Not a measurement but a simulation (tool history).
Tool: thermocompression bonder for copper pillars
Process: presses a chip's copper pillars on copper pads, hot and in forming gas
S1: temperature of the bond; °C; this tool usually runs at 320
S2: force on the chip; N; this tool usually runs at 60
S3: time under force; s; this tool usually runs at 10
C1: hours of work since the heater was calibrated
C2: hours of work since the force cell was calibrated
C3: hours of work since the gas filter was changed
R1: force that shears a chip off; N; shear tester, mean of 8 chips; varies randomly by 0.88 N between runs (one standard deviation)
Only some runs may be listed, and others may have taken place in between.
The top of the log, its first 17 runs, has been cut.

run   hour   S1  S2  S3   C1   C2   C3     R1
 18  264.5  320  60  19  393  124   14   91.8
 19  283.7  327  60  10  401  132   22   78.9
 20  301.3  320  60  23  409  139   30   96.5
 21  319.8  320  60  23  416  147   37   97.8
 22  335.5  306  39  17  423  153   44   50.2
 23  351.4  320  40  27  429  160   50     76
 24  371.8  305  44  22  438  168   59   61.9
 25  389.7  307  66  10  445  176   66     67
 26  410.9  319  48  10  454  184   75   59.5
 27  424.1  319  60  10  459  190   80   72.2
 28    441  319  60  10  466  197   87   72.1
 29  458.2  320  40   9  473  204   94   49.2
 30    474  318  60  13  480  211  101   78.7
 31  488.3  320  75  22  486  216  107  109.1
 32  501.1  320  75  22  491  222  112  112.5
 33  522.4  320  60  20  500  231  121   92.4
 34    531  292  45  10  504  234  124   38.6
 35    544  292  45  10  509  239  130   38.8
 36  557.7  337  58  27  515  245  135    114
 37  578.2  337  58  27  523  254  144  110.8
 38    592  337  58  27  529  259  150  113.9
 39  601.6  291  38  10  533  263  154   32.5
 40  618.7  291  38  10  540  270  161   32.9
 41  635.9  292  78  10  547  277  168   63.1

Below are 3 alternative next runs, each starting from the tool's condition after run 41. Predict each:
  A  655.1  346  47  10  555  285  176   ?
  B  655.1  320  60  10  555  285  176   ?
  C  655.1  322  42  27  555  285  176   ?

run    R1
  A  79.9
  B    72
  C  79.4
With the hidden condition removed and each run's random variation left untouched, the same runs would have given:
run    R1
  A  79.9
  B    72
  C  79.4

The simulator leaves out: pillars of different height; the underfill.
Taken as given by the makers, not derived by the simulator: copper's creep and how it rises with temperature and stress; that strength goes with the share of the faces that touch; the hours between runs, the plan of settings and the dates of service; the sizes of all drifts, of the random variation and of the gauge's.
